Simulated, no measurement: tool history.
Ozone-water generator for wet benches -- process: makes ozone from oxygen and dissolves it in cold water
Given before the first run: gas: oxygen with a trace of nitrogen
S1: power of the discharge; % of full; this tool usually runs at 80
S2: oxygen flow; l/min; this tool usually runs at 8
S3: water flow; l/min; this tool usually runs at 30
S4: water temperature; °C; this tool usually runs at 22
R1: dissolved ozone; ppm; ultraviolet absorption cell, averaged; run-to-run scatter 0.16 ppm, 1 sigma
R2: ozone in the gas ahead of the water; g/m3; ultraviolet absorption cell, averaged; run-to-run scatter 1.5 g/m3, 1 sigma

run 1 hour=0 | S1=80 S2=8 S3=30 S4=22 | R1=17.5 R2=261
run 2 hour=39.2 | S1=80 S2=8 S3=30 S4=22 | R1=17.9 R2=262.2
run 3 hour=70.4 | S1=80 S2=8 S3=30 S4=22 | R1=17.8 R2=260
-- hour=109.4 contactor cleaned
run 4 hour=124.9 | S1=80 S2=8 S3=30 S4=22 | R1=16.4 R2=261
run 5 hour=148.8 | S1=80 S2=8 S3=30 S4=22 | R1=16.4 R2=259.1
run 6 hour=197.5 | S1=80 S2=8 S3=30 S4=22 | R1=16.4 R2=260.8
-- hour=219.5 contactor cleaned, once more
run 7 hour=225.7 | S1=80 S2=8 S3=30 S4=22 | R1=19.6 R2=259
run 8 hour=252.8 | S1=80 S2=8 S3=30 S4=22 | R1=19.8 R2=257.3
run 9 hour=302.7 | S1=80 S2=8 S3=30 S4=22 | R1=19.4 R2=257.6
run 10 hour=353.1 | S1=80 S2=8 S3=30 S4=22 | R1=19.2 R2=255
run 11 hour=378.7 | S1=80 S2=8 S3=30 S4=22 | R1=19.6 R2=255.2
run 12 hour=424.2 | S1=80 S2=8 S3=30 S4=22 | R1=19.6 R2=257.7
run 13 hour=444.7 | S1=80 S2=8 S3=30 S4=26 | R1=18.2 R2=256.7
run 14 hour=487 | S1=80 S2=8 S3=24 S4=26 | R1=21.7 R2=255.5
run 15 hour=524 | S1=80 S2=8 S3=24 S4=26 | R1=21.4 R2=255.2
run 16 hour=559.8 | S1=80 S2=8 S3=24 S4=26 | R1=21.7 R2=253.8
run 17 hour=608.6 | S1=96 S2=8 S3=26 S4=17 | R1=27.7 R2=292.5
run 18 hour=652.2 | S1=99 S2=4.91 S3=26 S4=14 | R1=29.6 R2=410.9
run 19 hour=678.6 | S1=99 S2=4.91 S3=26 S4=14 | R1=30 R2=413.9
run 20 hour=726.3 | S1=99 S2=4.91 S3=26 S4=14 | R1=29.6 R2=413.2
run 21 hour=770.7 | S1=80 S2=8 S3=30 S4=26 | R1=17.8 R2=251.8
run 22 hour=820.1 | S1=66 S2=4.88 S3=20 S4=18 | R1=25.8 R2=295.9
run 23 hour=868.3 | S1=80 S2=9.16 S3=29 S4=23 | R1=18.6 R2=228
run 24 hour=918 | S1=53 S2=13.48 S3=19 S4=17 | R1=18.3 R2=127.1
run 25 hour=938.6 | S1=53 S2=13.48 S3=19 S4=17 | R1=18.3 R2=127.6
run 26 hour=977.3 | S1=94 S2=8 S3=38 S4=22 | R1=17.1 R2=284.6
run 27 hour=1002.2 | S1=94 S2=8 S3=38 S4=22 | R1=17.2 R2=283.7
run 28 hour=1038.7 | S1=94 S2=8 S3=38 S4=22 | R1=17 R2=284
run 29 hour=1061.3 | S1=65 S2=8.1 S3=38 S4=14 | R1=13.9 R2=204.9
run 30 hour=1095.8 | S1=80 S2=14.26 S3=23 S4=14 | R1=23.5 R2=171.4
run 31 hour=1144.9 | S1=80 S2=4.54 S3=23 S4=21 | R1=24.9 R2=359.1
run 32 hour=1180.3 | S1=80 S2=8 S3=30 S4=22 | R1=18.1 R2=247.2

Here are 4 independent what-if runs from the current tool condition. What would each one return?
run A hour=1225.7 | S1=62 S2=5.74 S3=30 S4=15 | R1=? R2=?
run B hour=1225.7 | S1=60 S2=8 S3=26 S4=22 | R1=? R2=?
run C hour=1225.7 | S1=80 S2=8 S3=30 S4=26 | R1=? R2=?
run D hour=1225.7 | S1=80 S2=8 S3=26 S4=22 | R1=? R2=?

run=A R1=16.7 R2=249
run=B R1=16.3 R2=193.9
run=C R1=16.8 R2=245.9
run=D R1=20.7 R2=244
With no hidden state in the tool, these same runs would have given:
run=A R1=19 R2=275
run=B R1=18.5 R2=213.4
run=C R1=19.6 R2=278.3
run=D R1=24.1 R2=276.2
